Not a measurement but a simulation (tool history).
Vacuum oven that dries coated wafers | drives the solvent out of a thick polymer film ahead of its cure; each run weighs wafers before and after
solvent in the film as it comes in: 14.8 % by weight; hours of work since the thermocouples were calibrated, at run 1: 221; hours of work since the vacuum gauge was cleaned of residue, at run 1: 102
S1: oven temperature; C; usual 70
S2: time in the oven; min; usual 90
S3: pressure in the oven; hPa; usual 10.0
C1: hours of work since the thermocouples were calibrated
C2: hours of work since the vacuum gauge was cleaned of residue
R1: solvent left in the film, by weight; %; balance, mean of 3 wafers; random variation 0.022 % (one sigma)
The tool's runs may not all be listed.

{"run": 1, "day": 0.0, "S1": 70, "S2": 90, "S3": 10.0, "C1": 221, "C2": 102, "R1": 2.99}
{"run": 2, "day": 0.675, "S1": 70, "S2": 49, "S3": 10.0, "C1": 230, "C2": 110, "R1": 5.47}
{"run": 3, "day": 1.367, "S1": 70, "S2": 49, "S3": 10.0, "C1": 239, "C2": 119, "R1": 5.45}
{"run": 4, "day": 1.729, "S1": 70, "S2": 49, "S3": 10.0, "C1": 243, "C2": 124, "R1": 5.4}
{"run": 5, "day": 2.204, "S1": 70, "S2": 49, "S3": 10.0, "C1": 250, "C2": 130, "R1": 5.52}
{"run": 6, "day": 2.504, "S1": 70, "S2": 90, "S3": 10.0, "C1": 253, "C2": 134, "R1": 2.97}
{"run": 7, "day": 3.083, "S1": 70, "S2": 101, "S3": 10.0, "C1": 261, "C2": 141, "R1": 2.55}
{"run": 8, "day": 3.625, "S1": 70, "S2": 53, "S3": 10.2, "C1": 268, "C2": 148, "R1": 5.16}
{"run": 9, "day": 4.238, "S1": 79, "S2": 63, "S3": 13.5, "C1": 275, "C2": 156, "R1": 1.81}
{"run": 10, "day": 4.838, "S1": 70, "S2": 142, "S3": 17.6, "C1": 283, "C2": 163, "R1": 2.09}
{"run": 11, "day": 5.283, "S1": 69, "S2": 113, "S3": 23.7, "C1": 289, "C2": 169, "R1": 3.38}
{"run": 12, "day": 5.946, "S1": 80, "S2": 113, "S3": 23.7, "C1": 297, "C2": 177, "R1": 1.19}

3 ways to go on from here, each from the tool as it stands after run 12. What would each give?
{"run": "A", "day": 6.417, "S1": 56, "S2": 121, "S3": 21.9, "C1": 303, "C2": 183, "R1": "?"}
{"run": "B", "day": 6.417, "S1": 68, "S2": 113, "S3": 23.7, "C1": 303, "C2": 183, "R1": "?"}
{"run": "C", "day": 6.417, "S1": 82, "S2": 113, "S3": 8.8, "C1": 303, "C2": 183, "R1": "?"}

run=A R1=7.84
run=B R1=3.68
run=C R1=0.43
Without the tool's hidden state the same runs would have given:
run=A R1=7.85
run=B R1=3.69
run=C R1=0.43

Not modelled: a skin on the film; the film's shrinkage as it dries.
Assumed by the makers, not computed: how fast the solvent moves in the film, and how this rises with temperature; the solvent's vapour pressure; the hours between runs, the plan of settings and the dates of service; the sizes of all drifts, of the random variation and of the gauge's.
